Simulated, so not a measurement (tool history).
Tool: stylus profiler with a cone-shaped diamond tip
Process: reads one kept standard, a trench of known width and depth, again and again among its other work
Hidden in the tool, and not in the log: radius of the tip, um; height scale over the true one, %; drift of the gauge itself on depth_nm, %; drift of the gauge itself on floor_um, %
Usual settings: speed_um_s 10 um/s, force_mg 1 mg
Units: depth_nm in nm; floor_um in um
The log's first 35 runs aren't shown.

run,hour,speed_um_s,force_mg,scans with this tip,hours of work since the height scale was calibrated,depth_nm,floor_um
36,2586.2,25,2.95,5644,439,504.96,27.23
37,2644.8,2,2.63,5980,465,504.58,27.33
38,2720.6,2,2.63,6413,499,504.6,27.33
39,2815.2,5,0.94,6954,541,502.28,27.27
40,2889.6,28,0.42,7379,574,501.61,27.02
41,2956.1,33,0.37,7759,604,501.13,27
42,3001.5,25,1.1,8019,624,502.63,27.19
43,3102.1,25,1.1,8594,669,502.46,27.14
44,3190.6,25,1.1,9100,708,502.54,27.2
45,3235.4,2,1.33,9356,728,503,27.35

Forecast each of these 4 alternatives for the next run:
A,3302.8,32,1.26,9741,758,?,?
B,3302.8,2,1.6,9741,758,?,?
C,3302.8,2,1.08,9741,758,?,?
D,3302.8,10,0.73,9741,758,?,?

run,depth_nm,floor_um
A,502.6,27.16
B,503.48,27.37
C,502.68,27.35
D,502.04,27.2
Without the tool's hidden state the same runs would have given:
run,depth_nm,floor_um
A,502.61,27.17
B,503.49,27.39
C,502.68,27.36
D,502.05,27.22
